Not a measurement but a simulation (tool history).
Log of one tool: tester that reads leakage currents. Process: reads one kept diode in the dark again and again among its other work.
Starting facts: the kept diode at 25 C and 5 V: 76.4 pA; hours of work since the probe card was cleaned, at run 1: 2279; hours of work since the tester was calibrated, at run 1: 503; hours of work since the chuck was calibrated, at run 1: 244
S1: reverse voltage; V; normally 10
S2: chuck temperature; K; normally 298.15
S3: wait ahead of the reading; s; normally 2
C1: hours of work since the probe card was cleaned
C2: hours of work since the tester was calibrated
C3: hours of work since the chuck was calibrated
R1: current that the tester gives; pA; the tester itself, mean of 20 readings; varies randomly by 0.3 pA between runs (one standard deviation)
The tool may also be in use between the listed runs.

| run | hour | S1 | S2 | S3 | C1 | C2 | C3 | R1 |
|---|---|---|---|---|---|---|---|---|
| 1 | 0 | 10 | 298.15 | 2 | 2279 | 503 | 244 | 110.68 |
| 2 | 69.1 | 10 | 298.15 | 2 | 2308 | 532 | 273 | 110.63 |
| 3 | 147.1 | 10 | 298.15 | 2.02 | 2342 | 566 | 306 | 110.68 |
| 4 | 226.1 | 10 | 298.15 | 2.02 | 2375 | 599 | 340 | 110.57 |
| 5 | 266.1 | 10 | 298.15 | 2.02 | 2392 | 616 | 357 | 110.79 |
| 6 | 337.3 | 10 | 298.15 | 0.35 | 2423 | 647 | 388 | 112.17 |
| 7 | 381 | 4.9 | 318.15 | 0.34 | 2441 | 666 | 406 | 318.86 |
| 8 | 426.7 | 4.9 | 318.15 | 0.34 | 2461 | 685 | 426 | 319.76 |
| 9 | 497.8 | 4.9 | 318.15 | 0.34 | 2491 | 715 | 456 | 318.87 |
| 10 | 566.1 | 10 | 298.15 | 0.41 | 2520 | 745 | 485 | 111.27 |
| 11 | 615.7 | 16.8 | 309.15 | 2 | 2542 | 766 | 506 | 282.85 |
| 12 | 671.5 | 16.8 | 309.15 | 2 | 2565 | 790 | 530 | 281.57 |

Predict each of these 4 candidate next runs independently; none follows another, all start after run 12:
| A | 710.5 | 7.4 | 302.15 | 0.33 | 2582 | 806 | 547 | ? |
| B | 710.5 | 4.5 | 306.15 | 5.15 | 2582 | 806 | 547 | ? |
| C | 710.5 | 4.2 | 298.15 | 2 | 2582 | 806 | 547 | ? |
| D | 710.5 | 16.8 | 302.15 | 8.28 | 2582 | 806 | 547 | ? |

| run | R1 |
|---|---|
| A | 127.37 |
| B | 136.52 |
| C | 76.35 |
| D | 180.4 |
Had the tool no hidden state, the same runs would have come out as:
| run | R1 |
|---|---|
| A | 119.3 |
| B | 134.4 |
| C | 72.09 |
| D | 156.77 |
